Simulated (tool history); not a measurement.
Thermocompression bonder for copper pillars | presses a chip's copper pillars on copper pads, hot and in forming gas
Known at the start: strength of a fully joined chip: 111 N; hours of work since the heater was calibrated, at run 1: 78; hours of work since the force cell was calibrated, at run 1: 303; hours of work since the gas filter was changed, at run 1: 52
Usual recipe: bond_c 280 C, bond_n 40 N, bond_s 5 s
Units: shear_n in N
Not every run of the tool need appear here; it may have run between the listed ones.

| run | hour | bond_c | bond_n | bond_s | hours of work since the heater was calibrated | hours of work since the force cell was calibrated | hours of work since the gas filter was changed | shear_n |
|---|---|---|---|---|---|---|---|---|
| 1 | 0 | 280 | 40 | 5 | 78 | 303 | 52 | 46.8 |
| 2 | 62.2 | 280 | 40 | 5 | 111 | 336 | 86 | 45.3 |
|  | 94.8 | forming gas filter changed |
| 3 | 113.5 | 281 | 40 | 5 | 139 | 364 | 10 | 49.5 |
| 4 | 140.3 | 281 | 40 | 5 | 153 | 378 | 25 | 48.3 |
| 5 | 186.7 | 280 | 40 | 9 | 178 | 403 | 50 | 57.3 |
| 6 | 242.2 | 280 | 40 | 9 | 208 | 433 | 79 | 53.7 |
|  | 287 | forming gas filter changed |
| 7 | 298 | 280 | 40 | 9 | 238 | 463 | 6 | 60 |
| 8 | 360.5 | 280 | 40 | 9 | 272 | 497 | 40 | 57.1 |
| 9 | 423.6 | 280 | 40 | 9 | 306 | 531 | 74 | 54.9 |
| 10 | 471.1 | 280 | 26 | 8 | 331 | 556 | 99 | 37.5 |

Alternative continuations, all from the tool just after run 10; predict every row:
|  | 479.4 | forming gas filter changed |
| A | 531.4 | 300 | 56 | 8 | 364 | 588 | 28 | ? |
|  | 479.4 | forming gas filter changed |
| B | 531.4 | 289 | 30 | 7 | 364 | 588 | 28 | ? |
|  | 479.4 | forming gas filter changed |
| C | 531.4 | 301 | 49 | 8 | 364 | 588 | 28 | ? |
|  | 479.4 | forming gas filter changed |
| D | 531.4 | 280 | 40 | 5 | 364 | 588 | 28 | ? |

| run | shear_n |
|---|---|
| A | 81.6 |
| B | 49.4 |
| C | 77.1 |
| D | 46.1 |
Without the tool's hidden state the same runs would have given:
| run | shear_n |
|---|---|
| A | 85.6 |
| B | 52.6 |
| C | 81.1 |
| D | 49.3 |
